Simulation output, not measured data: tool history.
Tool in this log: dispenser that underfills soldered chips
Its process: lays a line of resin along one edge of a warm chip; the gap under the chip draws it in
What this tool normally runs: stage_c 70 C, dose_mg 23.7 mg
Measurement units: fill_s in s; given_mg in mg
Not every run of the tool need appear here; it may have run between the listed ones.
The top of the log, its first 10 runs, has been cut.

run   hour  stage_c  dose_mg  fill_s  given_mg
 11   56.9       70     23.7   101.1     23.51
      57.9  -- new syringe of resin
 12   65.2       70     23.7    88.5     23.69
      68.4  -- new syringe of resin
 13   70.6       70     23.7    69.0     23.28
 14   77.7       70     23.7   101.0     23.24
      79.2  -- new syringe of resin
 15   83.2       70     23.7    74.0     23.19
 16   87.0       70     23.1    91.0     22.63
      89.7  -- new syringe of resin
 17   92.7       70     26.5    69.9     26.02
 18   98.4       72     23.7    91.0     23.14
     100.4  -- new syringe of resin
 19  105.8       60     27.6   109.8     26.86
 20  110.0       75     21.7    88.2     21.12
     110.8  -- new syringe of resin
 21  115.4       74     29.2    67.9     28.38
 22  120.2       74     25.5    87.3     24.71
     121.1  -- new syringe of resin
 23  127.9       74     25.5    76.7     24.64
     131.4  -- new syringe of resin
 24  132.3       56     22.2   103.3     21.32
 25  137.1       80     21.3    63.2     20.52
     141.7  -- new syringe of resin
 26  142.3       80     21.3    47.0     20.48
 27  146.4       80     21.3    57.4     20.54
 28  151.0       78     30.8    75.2     29.52
     151.9  -- new syringe of resin
 29  154.8       69     24.1    74.7     22.98
 30  159.6       69     21.8    98.9     20.71
     162.5  -- new syringe of resin
 31  163.4       62     21.8    86.5     20.81
 32  170.0       68     26.0    99.2     24.54
     172.8  -- new syringe of resin
 33  175.3       55     25.7   110.6     24.47
 34  181.1       61     29.1   125.5     27.77
     183.2  -- new syringe of resin
 35  186.1       67     25.0    79.3     23.62

Forecast each of these 4 alternatives for the next run:
  A  190.5       62     23.7       ?         ?
  B  190.5       66     25.0       ?         ?
  C  190.5       81     24.4       ?         ?
  D  190.5       61     30.3       ?         ?

run  fill_s  given_mg
  A   118.9     22.48
  B   102.2     23.61
  C    65.0     23.15
  D   118.7     28.67
The same runs, with their run-to-run variation unchanged, on a tool lacking any hidden condition would have given:
run  fill_s  given_mg
  A    77.4     23.77
  B    66.6     24.96
  C    42.5     24.48
  D    77.7     30.32

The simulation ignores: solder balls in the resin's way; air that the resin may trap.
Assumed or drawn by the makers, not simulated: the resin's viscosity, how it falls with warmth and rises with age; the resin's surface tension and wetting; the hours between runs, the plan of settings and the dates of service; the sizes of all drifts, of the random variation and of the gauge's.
